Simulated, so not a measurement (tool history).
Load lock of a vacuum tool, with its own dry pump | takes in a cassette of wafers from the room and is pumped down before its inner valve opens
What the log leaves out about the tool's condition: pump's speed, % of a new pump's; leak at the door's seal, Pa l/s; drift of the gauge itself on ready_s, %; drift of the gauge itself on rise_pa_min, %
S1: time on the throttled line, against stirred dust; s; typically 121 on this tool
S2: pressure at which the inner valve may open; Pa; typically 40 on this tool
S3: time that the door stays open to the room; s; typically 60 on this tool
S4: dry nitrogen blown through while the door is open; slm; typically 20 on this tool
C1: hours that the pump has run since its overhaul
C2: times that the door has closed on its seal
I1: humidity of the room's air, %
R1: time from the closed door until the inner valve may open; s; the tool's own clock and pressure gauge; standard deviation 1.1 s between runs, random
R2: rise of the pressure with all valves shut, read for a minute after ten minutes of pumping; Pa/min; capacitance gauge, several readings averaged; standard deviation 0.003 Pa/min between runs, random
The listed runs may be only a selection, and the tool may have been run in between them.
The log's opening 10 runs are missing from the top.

run 11 hour=4944.3 | S1=121 S2=40 S3=60 S4=6 | C1=9600 C2=11532 | I1=45.7 | R1=193.6 R2=0.073
run 12 hour=5609.4 | S1=121 S2=40 S3=42 S4=20 | C1=10266 C2=14242 | I1=44.6 | R1=196.0 R2=0.060
run 13 hour=6078.9 | S1=121 S2=40 S3=42 S4=20 | C1=10735 C2=16156 | I1=43.9 | R1=196.0 R2=0.067
run 14 hour=6680.4 | S1=121 S2=40 S3=42 S4=20 | C1=11337 C2=18607 | I1=47.9 | R1=197.0 R2=0.074
run 15 hour=7131.4 | S1=70 S2=40 S3=60 S4=20 | C1=11787 C2=20445 | I1=49.2 | R1=155.8 R2=0.090
run 16 hour=7582.7 | S1=70 S2=40 S3=60 S4=20 | C1=12239 C2=22284 | I1=46.2 | R1=158.0 R2=0.084
run 17 hour=7985.7 | S1=70 S2=76 S3=60 S4=20 | C1=12642 C2=23926 | I1=49.9 | R1=151.3 R2=0.104
-- hour=8044.0 dry pump taken out, an overhauled one fitted
run 18 hour=8661.4 | S1=146 S2=47 S3=50 S4=27 | C1=617 C2=26655 | I1=45.6 | R1=199.4 R2=0.106
run 19 hour=9021.4 | S1=146 S2=47 S3=50 S4=27 | C1=977 C2=28123 | I1=47.1 | R1=201.3 R2=0.115
run 20 hour=9429.5 | S1=146 S2=47 S3=50 S4=27 | C1=1386 C2=29786 | I1=45.1 | R1=203.4 R2=0.119
run 21 hour=10115.4 | S1=236 S2=40 S3=60 S4=20 | C1=2071 C2=32581 | I1=47.5 | R1=278.8 R2=0.140
run 22 hour=10424.5 | S1=121 S2=63 S3=60 S4=20 | C1=2381 C2=33841 | I1=47.0 | R1=177.3 R2=0.141
run 23 hour=10729.8 | S1=137 S2=68 S3=60 S4=20 | C1=2686 C2=35085 | I1=48.0 | R1=187.3 R2=0.146
run 24 hour=11247.5 | S1=88 S2=69 S3=58 S4=16 | C1=3204 C2=37195 | I1=47.6 | R1=147.7 R2=0.161
run 25 hour=11845.9 | S1=103 S2=45 S3=181 S4=32 | C1=3802 C2=39633 | I1=47.3 | R1=165.3 R2=0.178
run 26 hour=12173.9 | S1=103 S2=33 S3=181 S4=5 | C1=4130 C2=40970 | I1=46.1 | R1=171.3 R2=0.230
run 27 hour=12741.8 | S1=103 S2=33 S3=234 S4=5 | C1=4698 C2=43284 | I1=47.0 | R1=170.6 R2=0.256
run 28 hour=13084.7 | S1=91 S2=33 S3=234 S4=7 | C1=5041 C2=44682 | I1=47.2 | R1=162.5 R2=0.258
run 29 hour=13724.2 | S1=77 S2=28 S3=103 S4=32 | C1=5680 C2=47288 | I1=46.6 | R1=152.4 R2=0.221
run 30 hour=14154.4 | S1=77 S2=28 S3=103 S4=32 | C1=6110 C2=49041 | I1=41.9 | R1=152.5 R2=0.242
run 31 hour=14523.4 | S1=77 S2=28 S3=103 S4=32 | C1=6479 C2=50544 | I1=42.9 | R1=154.9 R2=0.247
run 32 hour=14837.3 | S1=77 S2=28 S3=103 S4=32 | C1=6793 C2=51824 | I1=45.1 | R1=153.8 R2=0.253

Branching from run 32: 4 alternative next runs. What would each branch give?
run A hour=15432.7 | S1=206 S2=40 S3=60 S4=20 | C1=7389 C2=54250 | I1=46.3 | R1=? R2=?
run B hour=15432.7 | S1=121 S2=79 S3=79 S4=18 | C1=7389 C2=54250 | I1=42.7 | R1=? R2=?
run C hour=15432.7 | S1=96 S2=40 S3=95 S4=13 | C1=7389 C2=54250 | I1=45.3 | R1=? R2=?
run D hour=15432.7 | S1=121 S2=56 S3=67 S4=14 | C1=7389 C2=54250 | I1=40.6 | R1=? R2=?

run=A R1=261.9 R2=0.269
run=B R1=180.6 R2=0.268
run=C R1=168.9 R2=0.287
run=D R1=187.0 R2=0.275
With no hidden state in the tool, these same runs would have given:
run=A R1=253.2 R2=0.032
run=B R1=171.0 R2=0.031
run=C R1=157.2 R2=0.046
run=D R1=176.8 R2=0.036
